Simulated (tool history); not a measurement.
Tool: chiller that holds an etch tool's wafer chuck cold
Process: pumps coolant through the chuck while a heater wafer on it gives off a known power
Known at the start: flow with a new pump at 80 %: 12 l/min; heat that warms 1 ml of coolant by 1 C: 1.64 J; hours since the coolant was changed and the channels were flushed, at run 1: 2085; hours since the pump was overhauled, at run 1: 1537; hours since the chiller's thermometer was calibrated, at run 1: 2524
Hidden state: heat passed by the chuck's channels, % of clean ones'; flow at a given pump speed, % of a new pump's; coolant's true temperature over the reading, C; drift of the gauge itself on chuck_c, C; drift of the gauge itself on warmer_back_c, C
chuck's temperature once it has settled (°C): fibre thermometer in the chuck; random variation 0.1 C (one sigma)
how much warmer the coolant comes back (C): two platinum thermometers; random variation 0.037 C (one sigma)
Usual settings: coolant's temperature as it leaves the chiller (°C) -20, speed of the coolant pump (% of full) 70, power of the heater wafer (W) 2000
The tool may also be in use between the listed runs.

run   hour  coolant's temperature as it leaves the chiller (°C)  speed of the coolant pump (% of full)  power of the heater wafer (W)  hours since the coolant was changed and the channels were flushed  hours since the pump was overhauled  hours since the chiller's thermometer was calibrated  chuck's temperature once it has settled (°C)  how much warmer the coolant comes back (C)
  1    0.0                                                  -20                                     70                           2000                                                               2085                                 1537                                                  2524                                          -5.1                                        7.18
  2   31.6                                                  -26                                     70                           2000                                                               2117                                 1568                                                  2555                                         -11.0                                        7.30
  3   54.6                                                  -26                                     70                           2000                                                               2140                                 1592                                                  2578                                         -11.1                                        7.25
  4   91.0                                                  -26                                     70                           2000                                                               2176                                 1628                                                  2614                                         -11.3                                        7.18
  5  116.5                                                  -26                                     70                           2000                                                               2202                                 1653                                                  2640                                         -11.1                                        7.22
  6  148.3                                                  -26                                     70                           2000                                                               2233                                 1685                                                  2672                                         -11.1                                        7.24
  7  170.8                                                  -26                                     70                           2000                                                               2256                                 1708                                                  2694                                         -11.1                                        7.29
  8  200.1                                                  -26                                     70                           2000                                                               2285                                 1737                                                  2724                                         -11.2                                        7.25
  9  233.9                                                  -20                                     70                           1913                                                               2319                                 1771                                                  2757                                          -5.8                                        6.83
 10  251.2                                                  -20                                     70                           2755                                                               2336                                 1788                                                  2775                                           0.5                                        9.99
 11  278.2                                                  -20                                     70                           2755                                                               2363                                 1815                                                  2802                                           0.6                                        9.98
     285.7  -- coolant pump overhauled
 12  306.7                                                  -20                                     70                           1199                                                               2387                                   21                                                  2825                                         -11.2                                        4.41
 13  327.3                                                  -20                                     70                           2000                                                               2407                                   42                                                  2846                                          -4.9                                        7.35
 14  358.4                                                  -20                                     69                           2000                                                               2438                                   73                                                  2877                                          -4.6                                        7.43
     383.2  -- coolant pump overhauled, once more
 15  393.0                                                  -20                                     69                           2000                                                               2468                                   10                                                  2907                                          -5.8                                        6.98
 16  413.3                                                  -10                                     92                           1289                                                               2488                                   30                                                  2927                                          -2.6                                        3.41
 17  431.7                                                  -10                                     92                           1289                                                               2507                                   48                                                  2945                                          -2.5                                        3.44
 18  456.7                                                  -10                                     92                           1251                                                               2532                                   73                                                  2970                                          -2.9                                        3.31
 19  481.3                                                  -20                                     70                           2230                                                               2556                                   98                                                  2995                                          -4.0                                        7.80
 20  514.1                                                  -27                                     70                           1123                                                               2589                                  131                                                  3028                                         -19.0                                        3.92
 21  532.4                                                  -13                                     84                           2055                                                               2607                                  149                                                  3046                                          -0.5                                        5.95
 22  548.9                                                  -13                                     80                           2055                                                               2624                                  166                                                  3062                                           0.3                                        6.32
 23  584.4                                                  -25                                     88                           1214                                                               2659                                  201                                                  3098                                         -17.7                                        3.38
 24  619.4                                                  -27                                     82                           2929                                                               2694                                  236                                                  3133                                          -8.3                                        8.77

The next listed run, before its measurement:
 25  651.1                                                  -23                                     81                           2000                                                               2726                                  268                                                  3165                                             ?                                           ?

chuck's temperature once it has settled (°C): -10.1
how much warmer the coolant comes back (C): 5.99
Without the tool's hidden state the same run would have given chuck's temperature once it has settled (°C) -10.4, how much warmer the coolant comes back (C) 6.01.
